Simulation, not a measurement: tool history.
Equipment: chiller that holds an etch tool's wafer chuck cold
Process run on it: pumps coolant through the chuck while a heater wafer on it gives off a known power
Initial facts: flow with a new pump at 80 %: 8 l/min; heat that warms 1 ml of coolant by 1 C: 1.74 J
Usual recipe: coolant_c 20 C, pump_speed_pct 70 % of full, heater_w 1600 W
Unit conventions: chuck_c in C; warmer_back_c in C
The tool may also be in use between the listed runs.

| run | hour | coolant_c | pump_speed_pct | heater_w | chuck_c | warmer_back_c |
|---|---|---|---|---|---|---|
| 1 | 0 | 20 | 70 | 1600 | 37.1 | 8.54 |
| 2 | 82.2 | 20 | 70 | 1600 | 37.2 | 8.56 |
| 3 | 216.6 | 20 | 70 | 1600 | 37.2 | 8.55 |
| 4 | 310.2 | 20 | 70 | 1600 | 37.6 | 8.54 |
| 5 | 395.6 | 20 | 70 | 1600 | 37.6 | 8.59 |
| 6 | 501.1 | 20 | 70 | 1600 | 37.8 | 8.65 |
| 7 | 624.5 | 20 | 70 | 844 | 30.1 | 4.48 |
| 8 | 706.9 | 20 | 70 | 844 | 30.1 | 4.53 |
| 9 | 778.6 | 20 | 70 | 844 | 30.2 | 4.51 |
| 10 | 903 | 20 | 70 | 1792 | 40.2 | 9.67 |
|  | 915.8 | chiller's thermometer calibrated |
| 11 | 984.3 | 20 | 70 | 1792 | 38.7 | 9.7 |
| 12 | 1119.8 | 20 | 70 | 1173 | 32.5 | 6.41 |
| 13 | 1228.7 | 20 | 70 | 1173 | 32.6 | 6.36 |
| 14 | 1380.7 | 20 | 70 | 1600 | 37.2 | 8.76 |
| 15 | 1488.7 | 20 | 70 | 1600 | 37.4 | 8.79 |
| 16 | 1569.7 | 20 | 70 | 1600 | 37.5 | 8.81 |
| 17 | 1660.2 | 25 | 70 | 1589 | 42.6 | 8.8 |
| 18 | 1814.7 | 25 | 70 | 1589 | 42.7 | 8.85 |
| 19 | 1930.8 | 25 | 70 | 1589 | 43 | 8.82 |
| 20 | 2052.7 | 25 | 63 | 1119 | 38.6 | 6.91 |
| 21 | 2183.4 | 25 | 63 | 1119 | 38.9 | 7.03 |
| 22 | 2303 | 10 | 70 | 1066 | 22.3 | 5.92 |
|  | 2360.4 | coolant pump overhauled |
| 23 | 2407.4 | 10 | 70 | 1066 | 21.8 | 5.23 |
| 24 | 2508.4 | 14 | 78 | 1724 | 31.6 | 7.63 |
|  | 2623.6 | coolant changed, channels flushed |
| 25 | 2635.5 | 24 | 81 | 2026 | 41.9 | 8.68 |
| 26 | 2716.3 | 24 | 81 | 2026 | 41.9 | 8.64 |
| 27 | 2814.2 | 24 | 81 | 2026 | 42 | 8.69 |
| 28 | 2923.2 | 20 | 74 | 1600 | 35.5 | 7.57 |
| 29 | 3064.4 | 20 | 69 | 1600 | 36 | 8.16 |
| 30 | 3172.3 | 20 | 69 | 1600 | 36.3 | 8.17 |
| 31 | 3256.7 | 17 | 64 | 2210 | 40.4 | 12.15 |

What would each run have given without the hidden state, its run-to-run variation left as it was?
Hidden state present: heat passed by the chuck's channels, % of clean ones'; flow at a given pump speed, % of a new pump's; coolant's true temperature over the reading, C; drift of the gauge itself on chuck_c, C; drift of the gauge itself on warmer_back_c, C.
| run | chuck_c | warmer_back_c |
|---|---|---|
| 1 | 34.9 | 7.94 |
| 2 | 34.9 | 7.94 |
| 3 | 34.7 | 7.91 |
| 4 | 35 | 7.88 |
| 5 | 34.9 | 7.91 |
| 6 | 35 | 7.95 |
| 7 | 27.9 | 4.1 |
| 8 | 27.9 | 4.15 |
| 9 | 27.9 | 4.12 |
| 10 | 36.7 | 8.81 |
| 11 | 36.6 | 8.82 |
| 12 | 31 | 5.81 |
| 13 | 31 | 5.75 |
| 14 | 34.8 | 7.9 |
| 15 | 34.9 | 7.9 |
| 16 | 34.9 | 7.9 |
| 17 | 39.9 | 7.88 |
| 18 | 39.8 | 7.9 |
| 19 | 39.9 | 7.85 |
| 20 | 36.1 | 6.13 |
| 21 | 36.3 | 6.23 |
| 22 | 19.8 | 5.22 |
| 23 | 20 | 5.22 |
| 24 | 29.1 | 7.6 |
| 25 | 41.3 | 8.63 |
| 26 | 41.2 | 8.57 |
| 27 | 41.1 | 8.61 |
| 28 | 34.6 | 7.49 |
| 29 | 34.9 | 8.04 |
| 30 | 35.1 | 8.04 |
| 31 | 38.9 | 11.93 |

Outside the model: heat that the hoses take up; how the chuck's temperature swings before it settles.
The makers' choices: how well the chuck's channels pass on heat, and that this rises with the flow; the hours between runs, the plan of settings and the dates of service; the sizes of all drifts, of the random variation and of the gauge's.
